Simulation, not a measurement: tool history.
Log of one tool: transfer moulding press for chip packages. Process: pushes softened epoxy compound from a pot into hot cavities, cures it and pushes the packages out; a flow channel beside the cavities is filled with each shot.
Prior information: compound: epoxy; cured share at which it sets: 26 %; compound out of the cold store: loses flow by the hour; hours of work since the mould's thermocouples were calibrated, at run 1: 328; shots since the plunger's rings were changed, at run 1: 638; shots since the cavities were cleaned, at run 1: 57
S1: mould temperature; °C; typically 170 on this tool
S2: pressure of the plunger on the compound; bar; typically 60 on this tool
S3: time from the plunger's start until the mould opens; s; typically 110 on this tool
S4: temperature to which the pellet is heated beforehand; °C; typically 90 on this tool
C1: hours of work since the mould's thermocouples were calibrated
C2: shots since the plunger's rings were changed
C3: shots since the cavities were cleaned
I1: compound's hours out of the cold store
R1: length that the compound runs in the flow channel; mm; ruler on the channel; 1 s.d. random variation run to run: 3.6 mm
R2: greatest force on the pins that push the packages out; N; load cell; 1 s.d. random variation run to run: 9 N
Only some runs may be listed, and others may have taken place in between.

| run | hour | S1 | S2 | S3 | S4 | C1 | C2 | C3 | I1 | R1 | R2 |
|---|---|---|---|---|---|---|---|---|---|---|---|
| 1 | 0 | 170 | 60 | 110 | 90 | 328 | 638 | 57 | 25.1 | 935 | 450 |
| 2 | 15 | 170 | 60 | 110 | 90 | 338 | 815 | 234 | 41.3 | 865 | 507 |
| 3 | 28.4 | 170 | 60 | 110 | 90 | 346 | 974 | 393 | 38.7 | 872 | 553 |
| 4 | 41 | 170 | 60 | 110 | 90 | 355 | 1122 | 541 | 17.3 | 982 | 587 |
| 5 | 49.7 | 170 | 60 | 110 | 88 | 361 | 1225 | 644 | 46.9 | 829 | 575 |
| 6 | 59.8 | 170 | 60.4 | 110 | 90 | 367 | 1344 | 763 | 47.8 | 831 | 612 |
|  | 62.3 | cavities cleaned with cleaning compound and waxed |
| 7 | 73.7 | 170 | 60.4 | 110 | 90 | 376 | 1491 | 135 | 13.4 | 992 | 468 |
| 8 | 84.7 | 170 | 63.2 | 110 | 90 | 383 | 1620 | 264 | 15 | 1007 | 511 |
| 9 | 95 | 170 | 60 | 110 | 90 | 390 | 1742 | 386 | 9.2 | 1011 | 552 |
| 10 | 107.6 | 170 | 60 | 110 | 90 | 398 | 1891 | 535 | 38 | 870 | 579 |
| 11 | 117.7 | 170 | 60 | 110 | 90 | 405 | 2010 | 654 | 35.5 | 878 | 601 |
|  | 129.6 | cavities cleaned with cleaning compound and waxed |
| 12 | 131.1 | 167 | 60 | 110 | 90 | 413 | 2151 | 18 | 11.7 | 997 | 445 |
| 13 | 138.4 | 167 | 68.1 | 110 | 90 | 418 | 2237 | 104 | 20.9 | 1015 | 487 |
| 14 | 146.4 | 170 | 60 | 110 | 90 | 423 | 2332 | 199 | 44.8 | 824 | 477 |
| 15 | 156.1 | 170 | 60 | 110 | 90 | 430 | 2445 | 312 | 16.6 | 958 | 507 |
| 16 | 170.4 | 175 | 60 | 110 | 83 | 439 | 2615 | 482 | 16.1 | 943 | 550 |
|  | 175.4 | plunger's sealing rings changed |
| 17 | 187.4 | 170 | 59.5 | 110 | 95 | 449 | 141 | 653 | 40.9 | 872 | 600 |

Run 18 is up next; what results do you expect?
| 18 | 196.5 | 175 | 54.9 | 94 | 90 | 455 | 248 | 760 | 17.6 | ? | ? |

R1: 924 mm
R2: 611 N
Were there no unlogged condition in the tool, this run, its random variation unchanged, would have produced R1 930 mm, R2 410 N.
